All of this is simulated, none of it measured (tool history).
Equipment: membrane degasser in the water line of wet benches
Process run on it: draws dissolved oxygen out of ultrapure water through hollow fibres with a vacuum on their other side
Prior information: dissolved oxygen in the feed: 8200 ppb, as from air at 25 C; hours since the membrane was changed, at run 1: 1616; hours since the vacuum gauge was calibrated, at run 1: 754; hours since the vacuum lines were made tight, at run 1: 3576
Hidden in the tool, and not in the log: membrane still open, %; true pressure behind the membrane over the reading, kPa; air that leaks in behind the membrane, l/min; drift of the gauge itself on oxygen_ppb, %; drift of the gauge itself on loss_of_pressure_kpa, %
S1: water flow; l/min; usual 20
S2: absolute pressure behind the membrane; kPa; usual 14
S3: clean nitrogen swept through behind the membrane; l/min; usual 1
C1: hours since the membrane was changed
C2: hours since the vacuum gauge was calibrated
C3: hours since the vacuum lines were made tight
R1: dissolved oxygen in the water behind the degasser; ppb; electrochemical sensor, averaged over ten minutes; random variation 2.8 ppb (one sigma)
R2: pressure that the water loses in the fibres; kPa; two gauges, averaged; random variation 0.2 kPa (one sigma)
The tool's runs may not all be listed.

run    hour  S1    S2    S3    C1    C2    C3     R1     R2
  1       0  20    14     1  1616   754  3576  473.1   42.1
  2   169.3  20    14     1  1785   923  3745  472.9  41.88
  3   352.2  20    14     1  1968  1106  3928  470.8  42.24
  4   587.7  21    14     1  2204  1341  4164  495.6  44.24
  5   782.6  21    14     1  2398  1536  4359  493.1   44.4
  6   942.3  20   8.4     1  2558  1696  4518  240.3  42.44
  7  1104.2  20    14     1  2720  1858  4680  473.8  42.21
  8  1305.3  20  23.3     1  2921  2059  4881    836  41.74
  9  1423.6  20  23.3     1  3039  2177  5000  824.7  42.61
 10    1587  20    14     1  3203  2341  5163  469.2  42.77
 11    1784  20    14     1  3400  2538  5360  469.2   42.4
 12  1989.2  20    14     1  3605  2743  5565  472.1  42.83
 13  2145.4  20    14     1  3761  2899  5721  473.3  42.35
 14  2360.5  20    14     1  3976  3114  5937  473.1  42.52
 15  2486.1  17    14     1  4102  3240  6062  404.3  36.27
 16  2772.1  17    14     1  4388  3526  6348  407.4  36.35
 17  2902.1  28   9.3  2.64  4518  3656  6478  191.8  59.81
     3034.9  -- seals of the vacuum lines changed
 18  3135.5  18    29  2.64  4749  3887   101  415.2  38.11
 19  3293.3  18    29  2.64  4907  4045   258  414.2   38.5
 20  3577.3  18    29  2.64  5191  4329   542  417.5  38.57
     3611.9  -- vacuum gauge calibrated
 21  3759.9  26   8.5  1.34  5373   148   725  260.6  55.28
 22  4041.7  26   8.5  1.34  5655   430  1006  258.7   55.6
 23  4305.8  26   8.5  1.84  5919   694  1270  204.3  55.86

Predict the results of run 24:
 24  4434.8  32  16.2  1.68  6048  823  1399   ?   ?

Run 24 produced R1 575.4 ppb, R2 68.42 kPa.
Had the tool carried no hidden state, the very same run would have given R1 575.1 ppb, R2 67.31 kPa.

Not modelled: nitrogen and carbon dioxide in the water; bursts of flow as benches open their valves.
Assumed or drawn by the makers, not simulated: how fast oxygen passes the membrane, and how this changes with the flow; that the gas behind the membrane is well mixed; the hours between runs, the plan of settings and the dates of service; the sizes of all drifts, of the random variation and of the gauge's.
